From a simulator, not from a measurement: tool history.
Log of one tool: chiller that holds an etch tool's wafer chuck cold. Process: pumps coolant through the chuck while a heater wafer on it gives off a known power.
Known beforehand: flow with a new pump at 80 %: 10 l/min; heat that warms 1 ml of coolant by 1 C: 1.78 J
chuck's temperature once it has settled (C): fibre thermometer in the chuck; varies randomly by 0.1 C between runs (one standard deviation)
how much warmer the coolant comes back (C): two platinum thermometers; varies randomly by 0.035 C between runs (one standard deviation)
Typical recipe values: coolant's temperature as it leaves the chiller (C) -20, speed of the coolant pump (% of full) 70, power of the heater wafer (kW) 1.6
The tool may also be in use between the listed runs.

run	hour	coolant's temperature as it leaves the chiller (C)	speed of the coolant pump (% of full)	power of the heater wafer (kW)	chuck's temperature once it has settled (C)	how much warmer the coolant comes back (C)
1	0	-20	70	1.6	-5.3	6.32
2	42.9	-20	70	1.6	-5.2	6.25
3	77.9	-20	70	1.6	-5.2	6.24
4	116.5	-20	70	1.6	-5.4	6.26
5	153.8	-20	70	1.6	-5.1	6.24
6	176.6	-20	70	1.6	-5.1	6.33
7	208.6	-20	93	1.6	-8.5	4.69
8	236.5	-20	68	1.6	-5	6.47
9	257.9	-29	68	1.6	-13.8	6.47
10	297.6	-29	68	1.6	-13.8	6.47
11	316.4	-29	68	1.6	-13.7	6.45
12	359.5	-29	68	1.6	-13.8	6.46
13	390	-20	81	1.6	-7	5.38
14	420.3	-21	97	2.105	-6.5	5.86
15	440	-21	97	2.105	-6.4	5.91
16	465.9	-21	97	2.105	-6.5	5.93
17	504.6	-21	97	2.105	-6.6	5.96
18	542.9	-14	70	1.6	0.9	6.27
19	568.5	-14	70	1.6	0.8	6.33
20	606.1	-11	85	1.955	4.4	6.32

Predict each of these 5 candidate next runs independently; none follows another, all start after run 20:
A	628.4	-27	87	1.955	?	?
B	628.4	-20	72	0.976	?	?
C	628.4	-25	85	1.648	?	?
D	628.4	-13	79	1.085	?	?
E	628.4	-22	63	1.147	?	?

run	chuck's temperature once it has settled (C)	how much warmer the coolant comes back (C)
A	-12	6.14
B	-11	3.74
C	-12.1	5.3
D	-4	3.78
E	-10.1	5.06
Stripped of hidden state, with their random variation kept, the same runs would have yielded:
run	chuck's temperature once it has settled (C)	how much warmer the coolant comes back (C)
A	-13.7	6.03
B	-12.1	3.67
C	-13.6	5.2
D	-5.1	3.71
E	-11.5	4.97
